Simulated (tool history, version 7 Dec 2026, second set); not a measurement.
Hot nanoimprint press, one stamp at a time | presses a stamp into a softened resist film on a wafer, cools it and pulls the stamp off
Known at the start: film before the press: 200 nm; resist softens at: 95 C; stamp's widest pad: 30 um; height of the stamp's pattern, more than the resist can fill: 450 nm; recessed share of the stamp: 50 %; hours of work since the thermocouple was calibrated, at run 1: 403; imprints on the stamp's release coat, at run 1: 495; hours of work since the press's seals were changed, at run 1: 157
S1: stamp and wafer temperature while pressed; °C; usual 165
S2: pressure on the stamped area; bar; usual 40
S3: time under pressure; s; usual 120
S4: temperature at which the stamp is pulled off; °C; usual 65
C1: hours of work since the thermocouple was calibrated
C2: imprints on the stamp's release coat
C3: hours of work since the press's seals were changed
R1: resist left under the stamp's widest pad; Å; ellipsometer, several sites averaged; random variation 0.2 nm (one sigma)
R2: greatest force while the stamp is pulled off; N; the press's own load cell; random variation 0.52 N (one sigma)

run,day,S1,S2,S3,S4,C1,C2,C3,R1,R2
1,0,165,40,120,65,403,495,157,1121,118.2
2,0.408,158,40,120,65,409,518,163,1421,118.8
3,0.696,158,40,120,65,412,534,167,1421,118.3
4,1.2,158,40,120,65,419,562,173,1417,118.3
# day 1.371: plate thermocouple calibrated
5,1.858,158,40,120,65,6,592,180,1380,117.4
6,2.217,165,40,120,65,11,613,185,1086,116.5
7,2.504,165,40,120,65,15,629,189,1088,118.2

The next listed run, before its measurement:
8,2.842,165,40,120,65,20,648,194,?,?

{"run 8": {"R1": 1091, "R2": 116.7}}
Without the tool's hidden state the same run would have given R1 1171 Å, R2 116.4 N.
